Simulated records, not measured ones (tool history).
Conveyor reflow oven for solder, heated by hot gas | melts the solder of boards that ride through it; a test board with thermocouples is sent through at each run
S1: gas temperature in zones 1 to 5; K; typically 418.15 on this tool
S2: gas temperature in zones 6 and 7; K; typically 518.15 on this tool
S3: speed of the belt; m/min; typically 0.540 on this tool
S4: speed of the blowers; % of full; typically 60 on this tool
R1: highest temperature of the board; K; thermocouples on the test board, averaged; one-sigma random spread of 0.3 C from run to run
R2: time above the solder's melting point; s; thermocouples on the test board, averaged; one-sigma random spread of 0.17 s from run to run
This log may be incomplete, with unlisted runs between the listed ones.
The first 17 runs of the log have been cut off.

run 18 hour=555.9 | S1=418.15 S2=518.15 S3=0.582 S4=60 | R1=494.65 R2=68.1
run 19 hour=579.7 | S1=418.15 S2=518.15 S3=0.582 S4=60 | R1=494.75 R2=67.8
run 20 hour=610.9 | S1=418.15 S2=532.15 S3=0.540 S4=60 | R1=508.95 R2=83.4
run 21 hour=632.2 | S1=418.15 S2=506.15 S3=0.535 S4=80 | R1=490.15 R2=71.6
run 22 hour=677.4 | S1=418.15 S2=506.15 S3=0.535 S4=80 | R1=490.05 R2=71.3
-- hour=703.3 flux residue cleaned out of gas plates and filters
run 23 hour=725.7 | S1=418.15 S2=506.15 S3=0.535 S4=80 | R1=493.05 R2=74.1
run 24 hour=768.9 | S1=409.15 S2=529.15 S3=0.525 S4=90 | R1=514.65 R2=85.3
run 25 hour=797.6 | S1=409.15 S2=529.15 S3=0.525 S4=90 | R1=514.95 R2=85.4
run 26 hour=817.0 | S1=420.15 S2=525.15 S3=0.612 S4=55 | R1=500.35 R2=69.3
run 27 hour=855.1 | S1=431.15 S2=525.15 S3=0.612 S4=87 | R1=508.45 R2=78.2
run 28 hour=880.4 | S1=418.15 S2=518.15 S3=0.541 S4=60 | R1=499.55 R2=77.2
run 29 hour=907.1 | S1=421.15 S2=526.15 S3=0.560 S4=54 | R1=503.35 R2=78.7
run 30 hour=939.8 | S1=418.15 S2=521.15 S3=0.540 S4=59 | R1=500.95 R2=78.7

Branching from run 30: 4 alternative next runs. What would each branch give?
run A hour=969.9 | S1=410.15 S2=521.15 S3=0.540 S4=60 | R1=? R2=?
run B hour=969.9 | S1=418.15 S2=521.15 S3=0.489 S4=59 | R1=? R2=?
run C hour=969.9 | S1=414.15 S2=521.15 S3=0.477 S4=59 | R1=? R2=?
run D hour=969.9 | S1=418.15 S2=523.15 S3=0.579 S4=88 | R1=? R2=?

run=A R1=500.05 R2=74.4
run=B R1=504.55 R2=89.5
run=C R1=504.45 R2=89.7
run=D R1=505.95 R2=76.1
With no hidden state in the tool, these same runs would have given:
run=A R1=503.65 R2=75.9
run=B R1=507.95 R2=90.6
run=C R1=507.85 R2=90.9
run=D R1=509.75 R2=77.0

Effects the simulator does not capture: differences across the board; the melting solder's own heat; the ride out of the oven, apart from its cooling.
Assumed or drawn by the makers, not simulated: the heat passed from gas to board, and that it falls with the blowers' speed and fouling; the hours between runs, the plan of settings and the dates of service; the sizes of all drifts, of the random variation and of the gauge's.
